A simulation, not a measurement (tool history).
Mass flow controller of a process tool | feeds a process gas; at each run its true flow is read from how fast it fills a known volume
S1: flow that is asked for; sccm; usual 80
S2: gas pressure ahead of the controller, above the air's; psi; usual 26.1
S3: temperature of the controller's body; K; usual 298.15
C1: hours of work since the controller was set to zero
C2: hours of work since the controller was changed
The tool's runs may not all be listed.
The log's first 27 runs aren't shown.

Run 28, hour 2607.3: usual settings but S1 20 sccm, S2 25.8 psi; C1 954; C2 954. Result: true flow (%) 97.74.
Run 29, hour 2660.7: usual settings but S1 46 sccm, S2 24.9 psi; C1 972; C2 972. Result: true flow (%) 98.43.
Run 30, hour 2776.4: usual settings but S1 46 sccm, S2 24.9 psi; C1 1010; C2 1010. Result: true flow (%) 98.55.
Run 31, hour 2869.9: usual settings but S1 12 sccm, S2 21.3 psi; C1 1042; C2 1042. Result: true flow (%) 97.86.
Run 32, hour 2956.1: usual settings but S1 12 sccm, S2 21.3 psi; C1 1071; C2 1071. Result: true flow (%) 97.83.
Run 33, hour 3084.8: usual settings but S1 23 sccm, S2 21.3 psi; C1 1114; C2 1114. Result: true flow (%) 97.95.
Run 34, hour 3209.2: usual settings but S1 34 sccm, S3 301.15 K; C1 1156; C2 1156. Result: true flow (%) 97.66.
Run 35, hour 3306.4: usual settings but S1 54 sccm, S3 308.15 K; C1 1188; C2 1188. Result: true flow (%) 97.62.
Run 36, hour 3397.0: usual settings but S1 52 sccm, S3 303.15 K; C1 1219; C2 1219. Result: true flow (%) 98.13.
Run 37, hour 3495.4: usual settings but S1 14 sccm, S2 28.9 psi, S3 308.15 K; C1 1252; C2 1252. Result: true flow (%) 96.89.
Run 38, hour 3579.3: usual settings but S1 81 sccm, S2 22.6 psi, S3 305.15 K; C1 1280; C2 1280. Result: true flow (%) 98.71.
Run 39, hour 3677.0: usual settings but S1 72 sccm, S2 29.4 psi; C1 1313; C2 1313. Result: true flow (%) 99.42.
Run 40, hour 3762.3: usual settings but S2 29.4 psi, S3 299.15 K; C1 1341; C2 1341. Result: true flow (%) 99.48.
Run 41, hour 3861.2: usual settings but S1 20 sccm, S2 22.8 psi, S3 299.15 K; C1 1375; C2 1375. Result: true flow (%) 97.91.
Run 42, hour 3913.5: usual settings but S1 20 sccm, S2 22.8 psi, S3 299.15 K; C1 1392; C2 1392. Result: true flow (%) 97.87.
Run 43, hour 4013.8: usual settings but S1 20 sccm, S2 22.8 psi, S3 299.15 K; C1 1426; C2 1426. Result: true flow (%) 97.86.

Forecast run 44:
Run 44, hour 4072.7: usual settings but S1 98 sccm, S3 296.15 K; C1 1446; C2 1446. Result: true flow (%) ?.

Run 44 gave true flow (%) 100.48.
Without the tool's hidden state the same run would have given true flow (%) 100.12.

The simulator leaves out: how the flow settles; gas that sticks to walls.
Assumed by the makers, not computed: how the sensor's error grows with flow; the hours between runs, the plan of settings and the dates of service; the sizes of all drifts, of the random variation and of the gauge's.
